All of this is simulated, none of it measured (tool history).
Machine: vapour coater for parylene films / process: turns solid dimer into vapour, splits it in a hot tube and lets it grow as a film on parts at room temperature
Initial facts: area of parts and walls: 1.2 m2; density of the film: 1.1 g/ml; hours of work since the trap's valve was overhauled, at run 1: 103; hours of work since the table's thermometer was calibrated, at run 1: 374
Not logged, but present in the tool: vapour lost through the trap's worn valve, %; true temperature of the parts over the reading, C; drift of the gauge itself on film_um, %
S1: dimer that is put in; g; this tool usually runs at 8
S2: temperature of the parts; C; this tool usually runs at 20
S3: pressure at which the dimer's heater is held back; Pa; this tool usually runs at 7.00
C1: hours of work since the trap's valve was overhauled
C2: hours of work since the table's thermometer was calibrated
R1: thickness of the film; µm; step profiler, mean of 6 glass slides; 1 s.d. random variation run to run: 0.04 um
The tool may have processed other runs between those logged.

run 1 hour=0.0 | S1=8 S2=20 S3=7.00 | C1=103 C2=374 | R1=4.31
run 2 hour=20.1 | S1=8 S2=20 S3=7.00 | C1=113 C2=384 | R1=4.24
run 3 hour=43.3 | S1=8 S2=20 S3=7.00 | C1=124 C2=395 | R1=4.39
run 4 hour=79.5 | S1=8 S2=20 S3=2.22 | C1=141 C2=412 | R1=4.99
run 5 hour=97.1 | S1=8 S2=20 S3=7.00 | C1=149 C2=421 | R1=4.26
run 6 hour=129.7 | S1=8 S2=20 S3=7.00 | C1=165 C2=436 | R1=4.33
run 7 hour=149.2 | S1=8 S2=20 S3=7.00 | C1=174 C2=445 | R1=4.35
run 8 hour=179.1 | S1=8 S2=20 S3=7.00 | C1=188 C2=460 | R1=4.25
run 9 hour=214.0 | S1=8 S2=20 S3=7.00 | C1=205 C2=476 | R1=4.27
run 10 hour=244.0 | S1=8 S2=20 S3=7.00 | C1=219 C2=491 | R1=4.32
run 11 hour=268.0 | S1=8 S2=20 S3=7.00 | C1=231 C2=502 | R1=4.27
run 12 hour=290.6 | S1=14 S2=20 S3=7.00 | C1=241 C2=513 | R1=7.55
run 13 hour=314.5 | S1=14 S2=20 S3=7.00 | C1=253 C2=524 | R1=7.54
run 14 hour=332.6 | S1=14 S2=20 S3=7.00 | C1=261 C2=533 | R1=7.47
run 15 hour=354.7 | S1=8 S2=23 S3=7.00 | C1=272 C2=543 | R1=3.96
run 16 hour=387.9 | S1=8 S2=23 S3=7.00 | C1=288 C2=559 | R1=4.02
-- hour=419.8 trap's valve overhauled
run 17 hour=420.8 | S1=8 S2=23 S3=7.00 | C1=0 C2=573 | R1=4.01
run 18 hour=443.7 | S1=8 S2=23 S3=7.00 | C1=11 C2=584 | R1=3.95
run 19 hour=461.2 | S1=8 S2=23 S3=7.00 | C1=20 C2=592 | R1=4.00
run 20 hour=490.2 | S1=8 S2=23 S3=7.00 | C1=34 C2=606 | R1=4.00
run 21 hour=513.2 | S1=8 S2=23 S3=7.00 | C1=45 C2=617 | R1=4.02
run 22 hour=547.8 | S1=8 S2=20 S3=7.00 | C1=61 C2=633 | R1=4.29
run 23 hour=576.2 | S1=4 S2=20 S3=7.00 | C1=75 C2=647 | R1=2.21
run 24 hour=602.8 | S1=4 S2=20 S3=7.00 | C1=87 C2=660 | R1=2.15
run 25 hour=630.5 | S1=4 S2=16 S3=7.00 | C1=100 C2=673 | R1=2.44
run 26 hour=651.5 | S1=3 S2=27 S3=7.44 | C1=110 C2=683 | R1=1.34
run 27 hour=680.5 | S1=3 S2=27 S3=7.44 | C1=124 C2=697 | R1=1.33
run 28 hour=695.7 | S1=6 S2=20 S3=7.00 | C1=131 C2=704 | R1=3.24
run 29 hour=713.0 | S1=4 S2=20 S3=3.52 | C1=140 C2=712 | R1=2.35
run 30 hour=733.6 | S1=4 S2=20 S3=3.52 | C1=149 C2=722 | R1=2.36
run 31 hour=761.6 | S1=4 S2=17 S3=4.31 | C1=163 C2=735 | R1=2.46
run 32 hour=781.3 | S1=4 S2=17 S3=4.31 | C1=172 C2=745 | R1=2.46
run 33 hour=800.7 | S1=4 S2=31 S3=5.61 | C1=181 C2=754 | R1=1.63
run 34 hour=830.6 | S1=4 S2=31 S3=5.61 | C1=196 C2=768 | R1=1.67
run 35 hour=847.5 | S1=4 S2=23 S3=3.73 | C1=204 C2=776 | R1=2.14
run 36 hour=876.7 | S1=4 S2=23 S3=3.73 | C1=218 C2=790 | R1=2.16
run 37 hour=898.8 | S1=4 S2=23 S3=3.73 | C1=228 C2=801 | R1=2.17
run 38 hour=914.8 | S1=4 S2=23 S3=3.73 | C1=236 C2=808 | R1=2.17
run 39 hour=944.5 | S1=4 S2=23 S3=3.73 | C1=250 C2=822 | R1=2.13
run 40 hour=964.7 | S1=4 S2=16 S3=3.73 | C1=260 C2=832 | R1=2.56
run 41 hour=980.8 | S1=8 S2=15 S3=7.04 | C1=267 C2=840 | R1=4.92
run 42 hour=1016.2 | S1=8 S2=17 S3=2.83 | C1=284 C2=857 | R1=5.12
run 43 hour=1038.6 | S1=11 S2=25 S3=5.40 | C1=295 C2=867 | R1=5.31
-- hour=1056.2 trap's valve overhauled
run 44 hour=1066.9 | S1=11 S2=29 S3=11.04 | C1=5 C2=879 | R1=4.42
run 45 hour=1093.5 | S1=11 S2=29 S3=11.04 | C1=18 C2=891 | R1=4.44
run 46 hour=1113.5 | S1=11 S2=29 S3=11.04 | C1=27 C2=901 | R1=4.48
run 47 hour=1146.5 | S1=11 S2=29 S3=11.37 | C1=43 C2=917 | R1=4.38

Hidden condition of the tool, last listed run before each entry between runs versus first listed run after:
After run 16, before run 17: trap's valve overhauled (hour 419.8)
  vapour lost through the trap's worn valve, %: 0.5 -> 0
  measured value less the no-hidden-state value, R1: -0.02 -> +0.00 µm
After run 43, before run 44: trap's valve overhauled (hour 1056.2)
  vapour lost through the trap's worn valve, %: 0.5 -> 0.1
  measured value less the no-hidden-state value, R1: -0.04 -> -0.01 µm

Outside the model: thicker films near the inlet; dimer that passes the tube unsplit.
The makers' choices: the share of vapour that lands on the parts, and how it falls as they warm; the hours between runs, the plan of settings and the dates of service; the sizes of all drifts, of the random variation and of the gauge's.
